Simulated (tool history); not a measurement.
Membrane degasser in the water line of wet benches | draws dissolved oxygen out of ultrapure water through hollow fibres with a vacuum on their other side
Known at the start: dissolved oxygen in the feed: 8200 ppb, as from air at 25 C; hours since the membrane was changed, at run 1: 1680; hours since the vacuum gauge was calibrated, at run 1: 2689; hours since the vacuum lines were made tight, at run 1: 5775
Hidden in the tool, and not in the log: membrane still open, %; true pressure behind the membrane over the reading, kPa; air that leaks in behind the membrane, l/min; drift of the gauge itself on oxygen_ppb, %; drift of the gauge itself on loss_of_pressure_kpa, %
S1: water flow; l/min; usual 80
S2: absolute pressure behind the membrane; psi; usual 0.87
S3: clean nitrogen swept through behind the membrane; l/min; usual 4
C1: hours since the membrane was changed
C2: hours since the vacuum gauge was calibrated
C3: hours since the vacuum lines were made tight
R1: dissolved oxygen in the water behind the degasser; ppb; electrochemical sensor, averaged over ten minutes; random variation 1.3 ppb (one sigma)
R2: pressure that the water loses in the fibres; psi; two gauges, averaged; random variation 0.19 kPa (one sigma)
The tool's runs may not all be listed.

run	hour	S1	S2	S3	C1	C2	C3	R1	R2
1	0	80	0.87	4	1680	2689	5775	142.9	5.632
2	126.4	80	0.87	4	1807	2816	5901	140.8	5.655
# hour 172.9: seals of the vacuum lines changed
3	217	80	0.87	4	1895	2904	44	140.3	5.645
4	308.9	80	0.87	4	1987	2996	136	143.8	5.649
5	378.6	80	0.87	4	2057	3066	206	140.4	5.655
6	483.9	80	0.87	4	2162	3171	311	144.1	5.684
7	549.9	80	0.87	4	2228	3237	377	142.6	5.726
8	693.8	80	0.87	4	2372	3381	521	145	5.671
9	791	80	0.87	4	2469	3478	618	145.1	5.674
10	890.8	73	0.87	4	2569	3578	718	134.9	5.227
11	993.9	73	0.87	4	2672	3681	821	132.9	5.194
12	1135.3	80	0.87	4	2813	3823	962	146.3	5.741
13	1227.3	80	0.87	4	2906	3915	1054	149.1	5.732
14	1300.8	80	0.87	4	2979	3988	1128	150.6	5.761
15	1447.4	80	0.87	4	3126	4135	1274	150.5	5.701
16	1513.1	80	0.87	3.87	3191	4201	1340	154.1	5.72
17	1654.2	80	1.716	3.87	3332	4342	1481	398.7	5.717
18	1768	71	0.58	1.7	3446	4455	1595	113.1	5.057
# hour 1809.1: vacuum gauge calibrated
19	1916.2	80	0.87	5.55	3594	107	1743	96.3	5.777
20	2005.2	80	0.87	5.55	3683	196	1832	95.1	5.745
21	2074	80	0.87	5.55	3752	265	1901	96.7	5.777
22	2164.5	99	1.974	11.48	3842	355	1991	218.1	7.176
23	2226.5	99	1.974	11.48	3904	417	2053	216.8	7.14
24	2350.8	80	0.703	1.84	4029	542	2177	145.3	5.778
25	2467.7	75	1.379	2.95	4145	659	2294	337	5.413
26	2616.7	75	1.379	2.95	4294	808	2443	336.3	5.453
27	2755.6	80	0.975	4	4433	946	2582	161.1	5.784
28	2832.1	83	0.631	1.73	4510	1023	2659	116.4	5.954
29	2911.7	55	1.578	4	4589	1103	2738	239.4	3.935
30	3059.3	55	1.578	4	4737	1250	2886	236.8	3.97
31	3143.3	88	1.169	6.6	4821	1334	2970	158.5	6.351
32	3260.8	57	0.87	2.76	4938	1452	3087	133.3	4.147
33	3405.5	57	0.87	2.76	5083	1596	3232	132.6	4.193

Hidden state or all else? Some run-to-run changes of R1, split into what the settings, what came in and random variation would give without the hidden state, and what is left for the hidden state (with any gauge scatter that isn't in both results):
Run 16 -> 17: S2 0.87 -> 1.716. R1 +244.6 ppb: hidden state -0.7, all else +245.3.
Run 17 -> 18: S1 80 -> 71, S2 1.716 -> 0.58, S3 3.87 -> 1.7. R1 -285.6 ppb: hidden state +21.7, all else -307.3.
Run 18 -> 19: S1 71 -> 80, S2 0.58 -> 0.87, S3 1.7 -> 5.55, vacuum gauge calibrated. R1 -16.8 ppb: hidden state -45.3, all else +28.5.
Run 24 -> 25: S1 80 -> 75, S2 0.703 -> 1.379, S3 1.84 -> 2.95. R1 +191.7 ppb: hidden state +0.9, all else +190.8.
Run 28 -> 29: S1 83 -> 55, S2 0.631 -> 1.578, S3 1.73 -> 4. R1 +123 ppb: hidden state -3.2, all else +126.2.
